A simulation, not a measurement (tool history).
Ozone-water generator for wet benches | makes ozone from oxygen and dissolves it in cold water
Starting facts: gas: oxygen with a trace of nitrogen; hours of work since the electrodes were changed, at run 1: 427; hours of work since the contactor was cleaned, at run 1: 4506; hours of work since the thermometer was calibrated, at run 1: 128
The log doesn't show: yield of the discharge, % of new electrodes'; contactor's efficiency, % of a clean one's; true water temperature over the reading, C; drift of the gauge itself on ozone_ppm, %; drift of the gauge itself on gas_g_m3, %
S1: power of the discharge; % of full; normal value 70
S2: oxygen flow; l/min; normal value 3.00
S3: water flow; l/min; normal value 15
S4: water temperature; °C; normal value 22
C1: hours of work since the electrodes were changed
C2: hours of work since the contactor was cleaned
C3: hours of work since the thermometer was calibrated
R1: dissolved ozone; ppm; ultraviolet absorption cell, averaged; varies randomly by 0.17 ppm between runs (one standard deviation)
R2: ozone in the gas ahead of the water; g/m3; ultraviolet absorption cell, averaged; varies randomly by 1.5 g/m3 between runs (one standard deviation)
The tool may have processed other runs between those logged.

{"run": 1, "hour": 0.0, "S1": 70, "S2": 3.0, "S3": 15, "S4": 22, "C1": 427, "C2": 4506, "C3": 128, "R1": 24.0, "R2": 278.7}
{"run": 2, "hour": 25.5, "S1": 70, "S2": 3.0, "S3": 15, "S4": 22, "C1": 445, "C2": 4524, "C3": 146, "R1": 23.9, "R2": 279.9}
{"run": 3, "hour": 81.9, "S1": 70, "S2": 3.0, "S3": 15, "S4": 22, "C1": 485, "C2": 4564, "C3": 186, "R1": 23.6, "R2": 278.7}
{"run": 4, "hour": 115.2, "S1": 70, "S2": 3.0, "S3": 15, "S4": 22, "C1": 508, "C2": 4587, "C3": 209, "R1": 23.8, "R2": 276.4}
{"run": 5, "hour": 155.5, "S1": 70, "S2": 3.0, "S3": 12, "S4": 22, "C1": 536, "C2": 4615, "C3": 238, "R1": 28.5, "R2": 273.7}
{"run": 6, "hour": 200.2, "S1": 70, "S2": 3.0, "S3": 15, "S4": 25, "C1": 568, "C2": 4647, "C3": 269, "R1": 23.2, "R2": 276.4}
{"run": 7, "hour": 239.7, "S1": 70, "S2": 3.0, "S3": 15, "S4": 17, "C1": 595, "C2": 4674, "C3": 297, "R1": 25.6, "R2": 277.1}
{"run": 8, "hour": 283.7, "S1": 70, "S2": 3.0, "S3": 15, "S4": 17, "C1": 626, "C2": 4705, "C3": 327, "R1": 25.2, "R2": 277.7}
{"run": 9, "hour": 318.8, "S1": 70, "S2": 3.0, "S3": 15, "S4": 17, "C1": 651, "C2": 4730, "C3": 352, "R1": 25.8, "R2": 279.3}
{"run": 10, "hour": 369.5, "S1": 70, "S2": 4.48, "S3": 15, "S4": 22, "C1": 686, "C2": 4765, "C3": 388, "R1": 25.2, "R2": 232.8}
{"run": 11, "hour": 406.7, "S1": 70, "S2": 3.0, "S3": 15, "S4": 20, "C1": 712, "C2": 4792, "C3": 414, "R1": 24.7, "R2": 276.4}
{"run": 12, "hour": 433.0, "S1": 70, "S2": 3.0, "S3": 15, "S4": 22, "C1": 731, "C2": 4810, "C3": 432, "R1": 24.0, "R2": 275.3}
{"run": 13, "hour": 484.7, "S1": 70, "S2": 1.75, "S3": 15, "S4": 22, "C1": 767, "C2": 4846, "C3": 468, "R1": 21.0, "R2": 347.9}
{"run": 14, "hour": 523.9, "S1": 70, "S2": 5.26, "S3": 15, "S4": 22, "C1": 795, "C2": 4874, "C3": 496, "R1": 25.5, "R2": 217.8}
{"run": 15, "hour": 579.7, "S1": 99, "S2": 3.0, "S3": 15, "S4": 22, "C1": 834, "C2": 4913, "C3": 535, "R1": 30.0, "R2": 344.9}
{"run": 16, "hour": 633.3, "S1": 70, "S2": 3.0, "S3": 22, "S4": 22, "C1": 871, "C2": 4951, "C3": 573, "R1": 16.6, "R2": 279.1}
{"run": 17, "hour": 677.3, "S1": 70, "S2": 3.0, "S3": 22, "S4": 22, "C1": 902, "C2": 4981, "C3": 604, "R1": 16.8, "R2": 275.9}
{"run": 18, "hour": 722.4, "S1": 70, "S2": 3.0, "S3": 22, "S4": 22, "C1": 934, "C2": 5013, "C3": 635, "R1": 16.9, "R2": 276.3}
{"run": 19, "hour": 760.8, "S1": 92, "S2": 4.36, "S3": 19, "S4": 15, "C1": 961, "C2": 5040, "C3": 662, "R1": 27.4, "R2": 283.1}
{"run": 20, "hour": 788.8, "S1": 87, "S2": 2.38, "S3": 19, "S4": 20, "C1": 980, "C2": 5060, "C3": 682, "R1": 21.5, "R2": 349.9}
{"run": 21, "hour": 837.6, "S1": 50, "S2": 3.0, "S3": 10, "S4": 22, "C1": 1015, "C2": 5094, "C3": 716, "R1": 26.3, "R2": 221.7}
{"run": 22, "hour": 873.1, "S1": 50, "S2": 3.0, "S3": 10, "S4": 22, "C1": 1040, "C2": 5119, "C3": 741, "R1": 26.4, "R2": 223.4}
{"run": 23, "hour": 926.7, "S1": 50, "S2": 3.0, "S3": 10, "S4": 22, "C1": 1077, "C2": 5156, "C3": 778, "R1": 26.4, "R2": 222.5}

Forecast run 24:
{"run": 24, "hour": 962.7, "S1": 50, "S2": 3.0, "S3": 10, "S4": 25, "C1": 1102, "C2": 5182, "C3": 804, "R1": "?", "R2": "?"}

{"run 24": {"R1": 25.2, "R2": 222.1}}
On a tool with no hidden condition, and with the same random variation, this run would have come out at R1 25.2 ppm, R2 222.1 g/m3.
